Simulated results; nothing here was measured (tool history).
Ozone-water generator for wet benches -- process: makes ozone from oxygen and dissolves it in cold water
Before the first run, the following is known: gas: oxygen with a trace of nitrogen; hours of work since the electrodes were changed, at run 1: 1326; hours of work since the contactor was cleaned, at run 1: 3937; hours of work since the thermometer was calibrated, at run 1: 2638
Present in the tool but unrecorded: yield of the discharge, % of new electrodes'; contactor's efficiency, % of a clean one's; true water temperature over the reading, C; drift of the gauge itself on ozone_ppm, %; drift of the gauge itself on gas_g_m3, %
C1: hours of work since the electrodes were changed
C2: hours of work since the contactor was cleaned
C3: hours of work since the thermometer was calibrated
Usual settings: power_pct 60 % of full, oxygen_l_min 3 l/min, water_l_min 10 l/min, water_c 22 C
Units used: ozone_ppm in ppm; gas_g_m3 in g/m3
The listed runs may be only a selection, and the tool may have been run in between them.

run 1 hour=0 | power_pct=60 oxygen_l_min=3 water_l_min=10 water_c=22 | C1=1326 C2=3937 C3=2638 | ozone_ppm=15.5 gas_g_m3=135.9
run 2 hour=43.2 | power_pct=60 oxygen_l_min=3 water_l_min=10 water_c=22 | C1=1363 C2=3974 C3=2675 | ozone_ppm=15.4 gas_g_m3=136.7
run 3 hour=88.3 | power_pct=60 oxygen_l_min=3 water_l_min=10 water_c=22 | C1=1402 C2=4013 C3=2714 | ozone_ppm=15.5 gas_g_m3=137.8
run 4 hour=134.1 | power_pct=60 oxygen_l_min=3 water_l_min=10 water_c=22 | C1=1441 C2=4053 C3=2753 | ozone_ppm=15.3 gas_g_m3=137
run 5 hour=189 | power_pct=60 oxygen_l_min=3 water_l_min=10 water_c=21 | C1=1488 C2=4100 C3=2801 | ozone_ppm=15.8 gas_g_m3=136.6
run 6 hour=214.9 | power_pct=60 oxygen_l_min=3 water_l_min=10 water_c=21 | C1=1511 C2=4122 C3=2823 | ozone_ppm=15.8 gas_g_m3=138.4
run 7 hour=240.4 | power_pct=60 oxygen_l_min=3 water_l_min=10 water_c=21 | C1=1532 C2=4144 C3=2845 | ozone_ppm=15.7 gas_g_m3=136.3
run 8 hour=292.7 | power_pct=60 oxygen_l_min=3 water_l_min=10 water_c=21 | C1=1577 C2=4189 C3=2890 | ozone_ppm=15.5 gas_g_m3=136.2
run 9 hour=347.2 | power_pct=70 oxygen_l_min=3 water_l_min=10 water_c=22 | C1=1624 C2=4236 C3=2937 | ozone_ppm=16.9 gas_g_m3=152.4
run 10 hour=390.7 | power_pct=70 oxygen_l_min=3 water_l_min=10 water_c=22 | C1=1662 C2=4273 C3=2974 | ozone_ppm=17.1 gas_g_m3=150.7
run 11 hour=422.5 | power_pct=70 oxygen_l_min=3 water_l_min=10 water_c=22 | C1=1689 C2=4300 C3=3001 | ozone_ppm=17 gas_g_m3=151.6
run 12 hour=460.1 | power_pct=70 oxygen_l_min=4.87 water_l_min=10 water_c=22 | C1=1721 C2=4333 C3=3034 | ozone_ppm=15 gas_g_m3=109.5
run 13 hour=485.6 | power_pct=70 oxygen_l_min=4.87 water_l_min=10 water_c=22 | C1=1743 C2=4355 C3=3055 | ozone_ppm=15 gas_g_m3=108.3
run 14 hour=519.7 | power_pct=70 oxygen_l_min=4.87 water_l_min=10 water_c=22 | C1=1772 C2=4384 C3=3085 | ozone_ppm=15 gas_g_m3=109.9
run 15 hour=575.1 | power_pct=60 oxygen_l_min=3 water_l_min=15 water_c=22 | C1=1820 C2=4431 C3=3132 | ozone_ppm=10.9 gas_g_m3=137.3
run 16 hour=609.8 | power_pct=60 oxygen_l_min=3 water_l_min=10 water_c=22 | C1=1850 C2=4461 C3=3162 | ozone_ppm=15.4 gas_g_m3=135.9
run 17 hour=664.7 | power_pct=60 oxygen_l_min=3 water_l_min=10 water_c=22 | C1=1897 C2=4508 C3=3209 | ozone_ppm=15 gas_g_m3=136.6
run 18 hour=727.7 | power_pct=60 oxygen_l_min=3 water_l_min=10 water_c=22 | C1=1951 C2=4563 C3=3263 | ozone_ppm=15.3 gas_g_m3=135.1
run 19 hour=766.6 | power_pct=56 oxygen_l_min=3 water_l_min=7 water_c=20 | C1=1985 C2=4596 C3=3297 | ozone_ppm=19.1 gas_g_m3=129.6
run 20 hour=819.3 | power_pct=56 oxygen_l_min=3 water_l_min=7 water_c=20 | C1=2030 C2=4641 C3=3342 | ozone_ppm=18.9 gas_g_m3=130.7
run 21 hour=845 | power_pct=88 oxygen_l_min=2.36 water_l_min=7 water_c=20 | C1=2052 C2=4663 C3=3364 | ozone_ppm=26.6 gas_g_m3=203.4
run 22 hour=870.5 | power_pct=64 oxygen_l_min=2.22 water_l_min=7 water_c=20 | C1=2074 C2=4685 C3=3386 | ozone_ppm=21.9 gas_g_m3=171.3
run 23 hour=914.1 | power_pct=60 oxygen_l_min=3 water_l_min=10 water_c=21 | C1=2111 C2=4723 C3=3424 | ozone_ppm=15.6 gas_g_m3=135.6
run 24 hour=967.3 | power_pct=60 oxygen_l_min=2.06 water_l_min=10 water_c=21 | C1=2157 C2=4768 C3=3469 | ozone_ppm=16.1 gas_g_m3=172.5
run 25 hour=1005.3 | power_pct=60 oxygen_l_min=2.06 water_l_min=10 water_c=21 | C1=2190 C2=4801 C3=3502 | ozone_ppm=16.2 gas_g_m3=173.3
-- hour=1014.7 water thermometer calibrated
run 26 hour=1032.9 | power_pct=48 oxygen_l_min=4.87 water_l_min=8 water_c=22 | C1=2213 C2=4824 C3=16 | ozone_ppm=13.4 gas_g_m3=84.2
run 27 hour=1076.3 | power_pct=58 oxygen_l_min=3 water_l_min=10 water_c=22 | C1=2250 C2=4862 C3=53 | ozone_ppm=14.9 gas_g_m3=130.7
run 28 hour=1115.6 | power_pct=63 oxygen_l_min=3.54 water_l_min=11 water_c=19 | C1=2284 C2=4895 C3=87 | ozone_ppm=14.9 gas_g_m3=124.5
run 29 hour=1156.3 | power_pct=60 oxygen_l_min=3 water_l_min=10 water_c=16 | C1=2319 C2=4930 C3=122 | ozone_ppm=16.6 gas_g_m3=134.8
run 30 hour=1211.7 | power_pct=60 oxygen_l_min=3 water_l_min=10 water_c=19 | C1=2367 C2=4978 C3=169 | ozone_ppm=15.9 gas_g_m3=134.8
run 31 hour=1254.5 | power_pct=95 oxygen_l_min=3.92 water_l_min=10 water_c=22 | C1=2403 C2=5015 C3=206 | ozone_ppm=19.1 gas_g_m3=149.6
run 32 hour=1281.6 | power_pct=95 oxygen_l_min=3.92 water_l_min=10 water_c=22 | C1=2427 C2=5038 C3=229 | ozone_ppm=18.8 gas_g_m3=151.3
run 33 hour=1309.7 | power_pct=62 oxygen_l_min=3 water_l_min=8 water_c=16 | C1=2451 C2=5062 C3=253 | ozone_ppm=20.2 gas_g_m3=138.2

Forecast each of these 4 alternatives for the next run:
run A hour=1354.8 | power_pct=86 oxygen_l_min=2.83 water_l_min=8 water_c=22 | C1=2490 C2=5101 C3=292 | ozone_ppm=? gas_g_m3=?
run B hour=1354.8 | power_pct=68 oxygen_l_min=3 water_l_min=10 water_c=22 | C1=2490 C2=5101 C3=292 | ozone_ppm=? gas_g_m3=?
run C hour=1354.8 | power_pct=60 oxygen_l_min=1.6 water_l_min=7 water_c=19 | C1=2490 C2=5101 C3=292 | ozone_ppm=? gas_g_m3=?
run D hour=1354.8 | power_pct=62 oxygen_l_min=5.17 water_l_min=8 water_c=27 | C1=2490 C2=5101 C3=292 | ozone_ppm=? gas_g_m3=?

run=A ozone_ppm=22 gas_g_m3=173.9
run=B ozone_ppm=16.2 gas_g_m3=145.6
run=C ozone_ppm=22.1 gas_g_m3=203.7
run=D ozone_ppm=13.8 gas_g_m3=95.4
With no hidden state in the tool, these same runs would have given:
run=A ozone_ppm=24.4 gas_g_m3=184.3
run=B ozone_ppm=17.9 gas_g_m3=153
run=C ozone_ppm=24 gas_g_m3=213.3
run=D ozone_ppm=15.1 gas_g_m3=100.1
